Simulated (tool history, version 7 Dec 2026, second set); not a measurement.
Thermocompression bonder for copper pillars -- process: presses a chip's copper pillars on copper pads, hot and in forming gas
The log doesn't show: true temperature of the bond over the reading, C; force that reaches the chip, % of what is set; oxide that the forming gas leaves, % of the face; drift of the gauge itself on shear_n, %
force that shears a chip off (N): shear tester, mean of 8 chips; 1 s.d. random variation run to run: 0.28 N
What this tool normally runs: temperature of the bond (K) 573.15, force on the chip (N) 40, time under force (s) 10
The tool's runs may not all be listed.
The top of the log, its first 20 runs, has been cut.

run    hour  temperature of the bond (K)  force on the chip (N)  time under force (s)  hours of work since the heater was calibrated  hours of work since the force cell was calibrated  hours of work since the gas filter was changed  force that shears a chip off (N)
      873.1  -- forming gas filter changed
 21   917.6                       567.15                     52                    18                                            476                                                127                                              30                             113.0
 22   979.9                       584.15                     39                     8                                            518                                                169                                              72                              93.7
 23  1040.9                       546.15                     39                    18                                            559                                                210                                             112                              79.5
     1057.2  -- forming gas filter changed
 24  1088.3                       601.15                     27                    13                                            591                                                241                                              21                             109.4
 25  1117.0                       570.15                     27                    28                                            610                                                260                                              40                             103.6
 26  1147.0                       569.15                     33                    10                                            630                                                280                                              60                              82.2
 27  1177.6                       562.15                     50                     6                                            650                                                301                                              81                              77.8
 28  1210.4                       569.15                     36                    19                                            672                                                323                                             103                              99.5
     1236.5  -- heater calibrated with a thermocouple chip
     1242.0  -- forming gas filter changed
 29  1242.0                       599.15                     38                    10                                              3                                                342                                               0                             111.0
 30  1270.0                       554.15                     31                    10                                             22                                                361                                              19                              62.8
 31  1335.9                       575.15                     58                    27                                             66                                                405                                              63                             125.8
 32  1379.3                       547.15                     40                    27                                             95                                                434                                              92                              89.4
 33  1411.0                       557.15                     40                     6                                            117                                                456                                             113                              60.1
     1425.1  -- forming gas filter changed
 34  1453.4                       557.15                     40                     6                                            145                                                484                                              19                              63.9
 35  1498.3                       587.15                     35                     6                                            175                                                514                                              49                              83.2
 36  1534.1                       571.15                     44                    11                                            199                                                538                                              73                              93.6

Run 37 comes next. What will it give?
 37  1579.9                       555.15                     29                    11                                            229                                                569                                             104                                 ?

Run 37 measured force that shears a chip off (N) 62.8.
The same run, on a tool lacking any hidden state, would have yielded force that shears a chip off (N) 63.7.

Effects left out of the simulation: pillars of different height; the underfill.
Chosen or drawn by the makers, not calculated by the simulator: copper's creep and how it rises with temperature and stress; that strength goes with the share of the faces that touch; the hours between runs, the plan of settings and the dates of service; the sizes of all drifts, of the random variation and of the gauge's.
